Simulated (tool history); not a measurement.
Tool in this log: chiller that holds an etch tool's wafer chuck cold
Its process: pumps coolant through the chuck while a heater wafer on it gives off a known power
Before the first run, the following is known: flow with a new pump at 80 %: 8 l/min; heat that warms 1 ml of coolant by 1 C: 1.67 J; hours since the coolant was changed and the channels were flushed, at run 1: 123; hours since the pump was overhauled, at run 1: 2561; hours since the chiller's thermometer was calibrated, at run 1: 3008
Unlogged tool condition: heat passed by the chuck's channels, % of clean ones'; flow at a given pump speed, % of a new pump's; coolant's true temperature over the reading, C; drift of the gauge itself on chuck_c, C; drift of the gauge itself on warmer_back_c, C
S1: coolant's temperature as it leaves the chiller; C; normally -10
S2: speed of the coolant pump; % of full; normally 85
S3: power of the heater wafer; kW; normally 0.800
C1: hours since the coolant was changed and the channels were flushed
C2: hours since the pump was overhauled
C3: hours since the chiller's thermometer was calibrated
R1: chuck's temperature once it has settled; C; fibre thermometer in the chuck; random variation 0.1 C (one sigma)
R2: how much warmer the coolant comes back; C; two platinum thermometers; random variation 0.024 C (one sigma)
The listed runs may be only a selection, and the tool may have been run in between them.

run,hour,S1,S2,S3,C1,C2,C3,R1,R2
1,0.0,-10,85,0.800,123,2561,3008,-2.1,3.41
2,72.1,-10,85,0.800,195,2633,3080,-2.3,3.41
3,157.2,-10,85,0.800,280,2718,3165,-2.2,3.47
4,241.3,-10,85,0.414,364,2802,3249,-5.8,1.88
5,315.7,-10,85,0.414,439,2876,3324,-5.9,1.93
6,380.9,-10,85,0.414,504,2942,3389,-5.9,1.96
7,420.7,-10,85,0.720,544,2981,3429,-2.7,3.29
8,486.1,-18,63,0.523,609,3047,3494,-11.7,3.31
9,522.4,-10,85,0.503,645,3083,3530,-4.9,2.43

What will run 10 give?
10,607.1,-10,81,1.174,730,3168,3615,?,?

R1: 1.7 C
R2: 5.58 C
Minus the tool's unlogged condition, the same run would have read R1 1.7 C, R2 5.22 C.
